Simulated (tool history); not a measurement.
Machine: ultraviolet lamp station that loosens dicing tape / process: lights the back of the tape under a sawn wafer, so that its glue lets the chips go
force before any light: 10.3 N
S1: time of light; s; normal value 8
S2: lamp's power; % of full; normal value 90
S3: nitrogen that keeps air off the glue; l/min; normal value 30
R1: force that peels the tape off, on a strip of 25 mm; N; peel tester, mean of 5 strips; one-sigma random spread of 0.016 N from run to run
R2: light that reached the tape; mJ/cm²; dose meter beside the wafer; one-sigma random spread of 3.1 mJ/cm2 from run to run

run,day,S1,S2,S3,R1,R2
1,0.000,8,90,30,1.103,400
2,1.962,8,87,30,1.175,374
3,4.138,8,87,30,1.251,361
4,5.246,8,90,30,1.223,374
5,6.675,8,78,30,1.650,324
6,8.888,13,97,30,0.350,637
7,10.921,13,97,30,0.363,631
8,12.029,13,97,30,0.381,612
9,13.825,13,97,30,0.398,605
10,15.746,13,97,30,0.393,591

Predict each of these 5 candidate next runs independently; none follows another, all start after run 10:
A,17.971,4,85,11,?,?
B,17.971,9,90,52,?,?
C,17.971,11,97,30,?,?
D,17.971,5,90,30,?,?
E,17.971,8,71,26,?,?

run,R1,R2
A,4.959,152
B,0.953,368
C,0.660,489
D,3.169,211
E,2.366,261
Without the tool's unlogged condition, the same runs would have read:
run,R1,R2
A,3.718,216
B,0.408,519
C,0.266,689
D,1.958,297
E,1.324,368
